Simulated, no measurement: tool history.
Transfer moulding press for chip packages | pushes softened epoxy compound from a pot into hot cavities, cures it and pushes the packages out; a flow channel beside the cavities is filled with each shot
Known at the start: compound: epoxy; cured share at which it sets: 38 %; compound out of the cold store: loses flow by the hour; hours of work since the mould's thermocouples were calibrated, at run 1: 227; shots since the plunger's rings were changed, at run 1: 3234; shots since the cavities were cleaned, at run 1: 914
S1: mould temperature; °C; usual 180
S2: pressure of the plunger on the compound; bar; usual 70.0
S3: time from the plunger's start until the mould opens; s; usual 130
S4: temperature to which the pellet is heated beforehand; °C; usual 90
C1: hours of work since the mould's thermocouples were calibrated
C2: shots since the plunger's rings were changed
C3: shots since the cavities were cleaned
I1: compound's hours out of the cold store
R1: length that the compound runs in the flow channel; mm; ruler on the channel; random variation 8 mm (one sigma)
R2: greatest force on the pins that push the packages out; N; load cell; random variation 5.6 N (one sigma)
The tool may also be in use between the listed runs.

run 1 hour=0.0 | S1=180 S2=70.0 S3=130 S4=90 | C1=227 C2=3234 C3=914 | I1=47.1 | R1=760 R2=357
run 2 hour=7.8 | S1=180 S2=70.0 S3=130 S4=90 | C1=231 C2=3293 C3=973 | I1=14.9 | R1=888 R2=363
run 3 hour=18.9 | S1=180 S2=70.0 S3=130 S4=90 | C1=236 C2=3378 C3=1058 | I1=34.2 | R1=794 R2=383
-- hour=28.4 cavities cleaned with cleaning compound and waxed
run 4 hour=29.2 | S1=180 S2=70.0 S3=130 S4=90 | C1=241 C2=3445 C3=7 | I1=35.8 | R1=791 R2=513
run 5 hour=43.5 | S1=174 S2=70.0 S3=130 S4=90 | C1=248 C2=3553 C3=115 | I1=8.9 | R1=952 R2=670
run 6 hour=56.7 | S1=174 S2=70.0 S3=130 S4=90 | C1=255 C2=3654 C3=216 | I1=39.6 | R1=797 R2=574
-- hour=59.4 cavities cleaned with cleaning compound and waxed, once more
run 7 hour=71.0 | S1=174 S2=70.0 S3=119 S4=90 | C1=261 C2=3751 C3=89 | I1=46.4 | R1=762 R2=294
run 8 hour=85.1 | S1=183 S2=55.0 S3=122 S4=100 | C1=269 C2=3858 C3=196 | I1=15.5 | R1=763 R2=244
run 9 hour=95.6 | S1=180 S2=56.3 S3=124 S4=82 | C1=274 C2=3937 C3=275 | I1=21.2 | R1=757 R2=287
run 10 hour=106.3 | S1=184 S2=56.3 S3=158 S4=99 | C1=279 C2=4019 C3=357 | I1=12.9 | R1=782 R2=259

The next listed run, before its measurement:
run 11 hour=116.4 | S1=180 S2=70.0 S3=118 S4=90 | C1=285 C2=4096 C3=434 | I1=31.9 | R1=? R2=?

R1: 814 mm
R2: 326 N
Without the tool's hidden state the same run would have given R1 877 mm, R2 213 N.
